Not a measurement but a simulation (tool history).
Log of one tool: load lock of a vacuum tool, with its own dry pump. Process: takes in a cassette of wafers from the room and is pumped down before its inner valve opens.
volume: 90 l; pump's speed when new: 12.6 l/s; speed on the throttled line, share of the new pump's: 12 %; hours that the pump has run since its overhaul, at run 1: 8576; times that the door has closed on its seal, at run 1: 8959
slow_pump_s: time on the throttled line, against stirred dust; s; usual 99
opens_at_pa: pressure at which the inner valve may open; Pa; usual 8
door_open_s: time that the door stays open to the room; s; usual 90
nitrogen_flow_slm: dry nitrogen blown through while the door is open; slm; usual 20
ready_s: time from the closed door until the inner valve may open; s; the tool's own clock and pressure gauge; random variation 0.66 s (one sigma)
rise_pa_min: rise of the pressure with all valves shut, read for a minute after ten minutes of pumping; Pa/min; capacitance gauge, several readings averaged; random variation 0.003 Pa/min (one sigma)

run    hour  slow_pump_s  opens_at_pa  door_open_s  nitrogen_flow_slm  hours that the pump has run since its overhaul  times that the door has closed on its seal  incoming humidity of the room's air, %  ready_s  rise_pa_min
  1     0.0           99            8           90                 20                                            8576                                        8959                                    44.3    155.1        0.025
  2   331.8           99            8           90                 20                                            8908                                        9352                                    41.5    156.1        0.030
  3   627.0           99            8           90                 20                                            9203                                        9702                                    44.9    155.1        0.026
  4   837.2           99            8           90                 20                                            9413                                        9951                                    43.8    154.5        0.031
  5  1057.7           99            8           90                 20                                            9633                                       10212                                    44.4    154.8        0.029
  6  1272.1           99            8           90                 20                                            9848                                       10466                                    47.5    155.2        0.033
  7  1583.5           99            8           90                 20                                           10159                                       10835                                    41.2    154.6        0.029
  8  1840.6           99            8           90                 20                                           10416                                       11140                                    45.1    154.7        0.025
  9  2177.1           99            8           90                 20                                           10753                                       11538                                    45.9    155.2        0.023
 10  2349.9           99            8           90                  5                                           10926                                       11743                                    41.9    154.7        0.039
 11  2542.3           99            8           90                 36                                           11118                                       11971                                    44.4    155.3        0.024
 12  2887.7           99            8           61                 36                                           11463                                       12380                                    46.6    155.1        0.021
 13  3160.0           99            8           61                 36                                           11736                                       12703                                    45.5    155.0        0.026
 14  3499.6           99            8           61                 36                                           12075                                       13105                                    41.1    156.7        0.018
 15  3801.7           99            8           61                 36                                           12377                                       13463                                    44.1    154.8        0.020
 16  4044.8           99            8           61                 36                                           12621                                       13751                                    46.1    155.4        0.021
 17  4334.0           99            8           61                 36                                           12910                                       14094                                    43.0    155.9        0.020
 18  4593.2           99            8           90                 20                                           13169                                       14401                                    46.8    155.0        0.026
 19  4908.5          148            8          127                 24                                           13484                                       14774                                    46.4    197.5        0.032
 20  5181.4           86            8          127                 11                                           13757                                       15098                                    42.6    143.3        0.043
 21  5471.3           86            8          127                 11                                           14047                                       15441                                    44.6    144.3        0.041
     5720.8  -- dry pump taken out, an overhauled one fitted
 22  5787.4           86            8          127                 11                                              67                                       15809                                    45.5    143.0        0.045
 23  6063.4           75            9           90                 20                                             343                                       16136                                    44.3    133.2        0.029
 24  6334.0           75            9           90                 20                                             613                                       16456                                    42.8    133.2        0.035
 25  6582.7           75            9           90                 20                                             862                                       16751                                    46.2    133.4        0.031
 26  6849.3          110            8           90                 20                                            1128                                       17067                                    44.1    164.3        0.035
 27  7196.1          110            8           90                 20                                            1475                                       17478                                    43.8    165.4        0.027
 28  7555.2          188           11           28                 34                                            1834                                       17903                                    43.1    230.5        0.010
 29  7762.1          188           11           28                 34                                            2041                                       18148                                    45.4    231.9        0.011
 30  7977.1          132            6           80                 20                                            2256                                       18403                                    44.3    184.7        0.027
 31  8299.5          132            6           80                 20                                            2579                                       18785                                    45.3    186.5        0.030
 32  8577.5           99            8          224                 20                                            2857                                       19114                                    47.3    154.7        0.061
 33  8829.4           99            8          135                 20                                            3109                                       19413                                    44.9    154.6        0.043
 34  9032.9           81           15          206                 35                                            3312                                       19654                                    45.3    134.1        0.039
 35  9228.5           81           15          206                 35                                            3508                                       19885                                    46.3    134.7        0.037
 36  9466.6           81           13          206                 35                                            3746                                       20167                                    48.2    135.7        0.039

Hidden state at the last listed run before each entry between runs and at the first one after, where it differs:
Between runs 21 and 22: dry pump taken out, an overhauled one fitted (hour 5720.8)
  pump's speed, % of a new pump's: 99.9 -> 100
